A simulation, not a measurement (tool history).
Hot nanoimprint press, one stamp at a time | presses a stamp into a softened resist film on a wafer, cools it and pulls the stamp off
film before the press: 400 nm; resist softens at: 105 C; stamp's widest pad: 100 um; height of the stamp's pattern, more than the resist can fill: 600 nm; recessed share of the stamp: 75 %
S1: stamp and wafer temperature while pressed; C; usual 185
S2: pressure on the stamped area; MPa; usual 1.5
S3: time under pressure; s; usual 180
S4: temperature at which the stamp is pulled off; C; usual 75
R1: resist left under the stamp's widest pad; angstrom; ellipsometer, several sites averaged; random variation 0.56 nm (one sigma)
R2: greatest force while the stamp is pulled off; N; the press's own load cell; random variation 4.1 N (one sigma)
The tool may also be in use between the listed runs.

run 1 day=0 | S1=185 S2=1.5 S3=180 S4=75 | R1=2130 R2=197
run 2 day=0.292 | S1=185 S2=1.5 S3=180 S4=75 | R1=2136 R2=187
run 3 day=0.533 | S1=185 S2=1.5 S3=180 S4=75 | R1=2134 R2=191
run 4 day=0.929 | S1=185 S2=1.5 S3=180 S4=75 | R1=2135 R2=197
run 5 day=1.158 | S1=185 S2=1.5 S3=180 S4=82 | R1=2119 R2=172
run 6 day=1.454 | S1=185 S2=1.5 S3=180 S4=82 | R1=2125 R2=170
run 7 day=1.767 | S1=177 S2=1.5 S3=180 S4=75 | R1=2694 R2=196
run 8 day=2.054 | S1=185 S2=1.5 S3=180 S4=75 | R1=2119 R2=200
run 9 day=2.358 | S1=185 S2=1.5 S3=180 S4=75 | R1=2122 R2=197
-- day=2.55 plate thermocouple calibrated
run 10 day=2.683 | S1=185 S2=1.5 S3=180 S4=75 | R1=2127 R2=202
run 11 day=3.05 | S1=185 S2=1.5 S3=180 S4=75 | R1=2122 R2=203
run 12 day=3.262 | S1=185 S2=1.5 S3=137 S4=75 | R1=2310 R2=198
run 13 day=3.65 | S1=185 S2=1.5 S3=180 S4=75 | R1=2112 R2=198
run 14 day=3.892 | S1=185 S2=0.93 S3=180 S4=75 | R1=2547 R2=192
run 15 day=4.325 | S1=185 S2=1.5 S3=180 S4=66 | R1=2107 R2=235
run 16 day=4.575 | S1=185 S2=1.5 S3=180 S4=66 | R1=2115 R2=229
run 17 day=4.988 | S1=185 S2=1.05 S3=142 S4=70 | R1=2594 R2=213
run 18 day=5.175 | S1=190 S2=2.15 S3=110 S4=70 | R1=1832 R2=215
run 19 day=5.371 | S1=185 S2=1.5 S3=289 S4=75 | R1=1778 R2=194
run 20 day=5.567 | S1=192 S2=1.6 S3=180 S4=75 | R1=1633 R2=192
run 21 day=5.833 | S1=185 S2=0.99 S3=180 S4=75 | R1=2469 R2=191
run 22 day=6.054 | S1=182 S2=0.99 S3=180 S4=76 | R1=2677 R2=195
run 23 day=6.329 | S1=182 S2=0.99 S3=98 S4=65 | R1=3078 R2=244
-- day=6.45 gauge calibrated
run 24 day=6.742 | S1=182 S2=0.99 S3=98 S4=65 | R1=3117 R2=240

Run 25 comes next. What will it give?
run 25 day=7.15 | S1=190 S2=1.5 S3=180 S4=75 | R1=? R2=?

{"run 25": {"R1": 1816, "R2": 196}}
Without the tool's hidden state the same run would have given R1 1818 angstrom, R2 194 N.

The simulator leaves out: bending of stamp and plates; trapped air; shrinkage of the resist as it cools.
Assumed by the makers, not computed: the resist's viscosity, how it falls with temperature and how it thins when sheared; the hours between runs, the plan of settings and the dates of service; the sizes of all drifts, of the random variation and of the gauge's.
